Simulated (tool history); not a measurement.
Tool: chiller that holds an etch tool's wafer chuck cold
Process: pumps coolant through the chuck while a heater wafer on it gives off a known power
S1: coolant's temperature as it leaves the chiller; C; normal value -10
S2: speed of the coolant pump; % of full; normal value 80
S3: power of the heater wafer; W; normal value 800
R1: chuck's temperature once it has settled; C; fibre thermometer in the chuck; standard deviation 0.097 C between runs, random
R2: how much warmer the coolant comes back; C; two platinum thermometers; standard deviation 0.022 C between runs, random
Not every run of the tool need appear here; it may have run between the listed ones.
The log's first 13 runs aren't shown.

| run | hour | S1 | S2 | S3 | R1 | R2 |
|---|---|---|---|---|---|---|
|  | 913.2 | gauge calibrated |
|  | 919.2 | coolant changed, channels flushed |
| 14 | 932.8 | -10 | 80 | 1102 | -3.08 | 3.26 |
| 15 | 978.3 | -5 | 80 | 800 | 0.16 | 2.33 |
| 16 | 1031.3 | -5 | 80 | 800 | 0.11 | 2.32 |
| 17 | 1130.6 | -5 | 80 | 800 | 0.12 | 2.32 |
| 18 | 1240.8 | -12 | 81 | 812 | -6.84 | 2.23 |
| 19 | 1297.6 | -3 | 81 | 812 | 2.16 | 2.26 |
| 20 | 1360.7 | -17 | 81 | 414 | -14.20 | 1.03 |
| 21 | 1417.6 | -14 | 84 | 959 | -8.05 | 2.52 |
| 22 | 1501.3 | -14 | 62 | 933 | -6.90 | 3.41 |
| 23 | 1578.7 | -4 | 85 | 568 | -0.59 | 1.29 |
| 24 | 1671.9 | -16 | 72 | 800 | -10.46 | 2.42 |
| 25 | 1765.2 | -16 | 72 | 800 | -10.51 | 2.32 |
| 26 | 1843.1 | -10 | 80 | 470 | -7.01 | 1.02 |
| 27 | 1941.9 | -10 | 80 | 470 | -7.04 | 1.03 |
| 28 | 2015.6 | -10 | 70 | 470 | -6.61 | 1.17 |
| 29 | 2084.1 | -16 | 64 | 859 | -9.54 | 2.79 |
| 30 | 2153.5 | -16 | 64 | 859 | -9.73 | 2.80 |
| 31 | 2227.2 | -10 | 80 | 759 | -5.11 | 1.74 |

Here are 4 independent what-if runs from the current tool condition. What would each one return?
| A | 2316.8 | -19 | 64 | 800 | ? | ? |
| B | 2316.8 | -12 | 64 | 967 | ? | ? |
| C | 2316.8 | -10 | 72 | 759 | ? | ? |
| D | 2316.8 | -10 | 63 | 419 | ? | ? |

| run | R1 | R2 |
|---|---|---|
| A | -12.95 | 2.50 |
| B | -4.82 | 3.10 |
| C | -4.72 | 2.01 |
| D | -6.86 | 1.07 |
What these runs would have given with no unlogged condition in the tool:
| run | R1 | R2 |
|---|---|---|
| A | -12.98 | 3.05 |
| B | -4.85 | 3.64 |
| C | -4.74 | 2.55 |
| D | -6.87 | 1.62 |

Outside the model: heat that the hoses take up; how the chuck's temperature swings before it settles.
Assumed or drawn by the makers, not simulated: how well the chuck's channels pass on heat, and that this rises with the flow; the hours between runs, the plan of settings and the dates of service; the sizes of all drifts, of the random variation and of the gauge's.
